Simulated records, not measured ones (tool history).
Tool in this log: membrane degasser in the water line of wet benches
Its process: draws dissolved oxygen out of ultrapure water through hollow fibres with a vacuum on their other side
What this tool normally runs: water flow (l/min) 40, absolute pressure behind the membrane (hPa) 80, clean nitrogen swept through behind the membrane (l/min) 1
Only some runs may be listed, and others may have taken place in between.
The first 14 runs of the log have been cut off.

| run | hour | water flow (l/min) | absolute pressure behind the membrane (hPa) | clean nitrogen swept through behind the membrane (l/min) | dissolved oxygen in the water behind the degasser (ppb) | pressure that the water loses in the fibres (hPa) |
|---|---|---|---|---|---|---|
| 15 | 1466.1 | 34 | 80 | 1 | 332.1 | 573.7 |
| 16 | 1588.8 | 40 | 80 | 0.78 | 460.9 | 672.1 |
| 17 | 1732.1 | 40 | 80 | 1.94 | 220.5 | 673.7 |
| 18 | 1811.1 | 25 | 71.5 | 0.74 | 275.6 | 422 |
| 19 | 1876.5 | 41 | 169.1 | 0.6 | 1451.3 | 689.3 |
| 20 | 1948.9 | 41 | 169.1 | 0.6 | 1432.4 | 690.4 |
| 21 | 2091 | 35 | 169.1 | 0.6 | 1304.9 | 593.3 |
| 22 | 2183.9 | 48 | 150.7 | 0.6 | 1420.5 | 812.1 |
|  | 2196.1 | vacuum gauge calibrated |
| 23 | 2297 | 48 | 150.7 | 0.6 | 1425.1 | 809.8 |
| 24 | 2409.3 | 48 | 114.7 | 1.16 | 659.1 | 809.1 |
| 25 | 2502.9 | 57 | 158.3 | 2.26 | 662.4 | 959.3 |
|  | 2631.2 | vacuum gauge calibrated, once more |
| 26 | 2641.9 | 33 | 80 | 1.91 | 186.7 | 559.1 |
| 27 | 2780.5 | 26 | 80 | 1.91 | 153.2 | 441.8 |
| 28 | 2856.3 | 58 | 74.9 | 0.46 | 731.5 | 979.7 |
| 29 | 2959.8 | 29 | 74.9 | 0.55 | 411.3 | 488.7 |
| 30 | 3040.7 | 34 | 188.9 | 0.55 | 1511.9 | 576 |
| 31 | 3179 | 36 | 74.7 | 2.1 | 168.2 | 609.5 |
| 32 | 3283.7 | 36 | 74.7 | 2.1 | 167.7 | 605.9 |
| 33 | 3383.7 | 36 | 74.7 | 2.1 | 170.2 | 610.4 |

Predict each of these 3 candidate next runs independently; none follows another, all start after run 33:
| A | 3489.5 | 36 | 73.1 | 2.1 | ? | ? |
| B | 3489.5 | 36 | 113.8 | 2.1 | ? | ? |
| C | 3489.5 | 34 | 59.4 | 2.28 | ? | ? |

| run | dissolved oxygen in the water behind the degasser (ppb) | pressure that the water loses in the fibres (hPa) |
|---|---|---|
| A | 161.1 | 609.5 |
| B | 312.6 | 614.3 |
| C | 97 | 577.9 |
With the hidden condition removed and each run's random variation left untouched, the same runs would have given:
| run | dissolved oxygen in the water behind the degasser (ppb) | pressure that the water loses in the fibres (hPa) |
|---|---|---|
| A | 156.5 | 588.4 |
| B | 307.4 | 593.1 |
| C | 93 | 557.9 |
